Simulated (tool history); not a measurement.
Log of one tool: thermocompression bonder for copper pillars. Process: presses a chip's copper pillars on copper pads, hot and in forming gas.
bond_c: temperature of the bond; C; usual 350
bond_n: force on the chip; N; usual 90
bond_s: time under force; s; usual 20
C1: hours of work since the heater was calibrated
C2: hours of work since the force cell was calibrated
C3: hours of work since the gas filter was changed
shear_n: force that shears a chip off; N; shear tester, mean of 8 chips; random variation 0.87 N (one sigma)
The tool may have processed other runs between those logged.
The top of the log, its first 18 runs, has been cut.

-- day=41.788 force cell calibrated
run 19 day=41.788 | bond_c=361 bond_n=54 bond_s=20 | C1=387 C2=0 C3=23 | shear_n=50.1
run 20 day=44.292 | bond_c=361 bond_n=54 bond_s=20 | C1=424 C2=37 C3=59 | shear_n=50.8
run 21 day=46.588 | bond_c=359 bond_n=90 bond_s=11 | C1=457 C2=70 C3=93 | shear_n=55.1
run 22 day=49.55 | bond_c=359 bond_n=90 bond_s=11 | C1=500 C2=113 C3=136 | shear_n=52.4
run 23 day=51.904 | bond_c=351 bond_n=58 bond_s=16 | C1=535 C2=148 C3=171 | shear_n=38.3
-- day=52.504 forming gas filter changed
run 24 day=54.371 | bond_c=346 bond_n=90 bond_s=11 | C1=571 C2=183 C3=27 | shear_n=48.6
run 25 day=56.9 | bond_c=371 bond_n=66 bond_s=41 | C1=607 C2=220 C3=64 | shear_n=77.4
-- day=57.838 heater calibrated with a thermocouple chip
run 26 day=59.029 | bond_c=371 bond_n=66 bond_s=41 | C1=17 C2=250 C3=94 | shear_n=83.8
run 27 day=61.933 | bond_c=350 bond_n=94 bond_s=20 | C1=60 C2=293 C3=137 | shear_n=68

Run 28 is up next; what results do you expect?
run 28 day=64.183 | bond_c=361 bond_n=80 bond_s=20 | C1=93 C2=326 C3=169 | shear_n=?

{"run 28": {"shear_n": 64.9}}
The same run, on a tool lacking any hidden state, would have yielded shear_n 73.4 N.

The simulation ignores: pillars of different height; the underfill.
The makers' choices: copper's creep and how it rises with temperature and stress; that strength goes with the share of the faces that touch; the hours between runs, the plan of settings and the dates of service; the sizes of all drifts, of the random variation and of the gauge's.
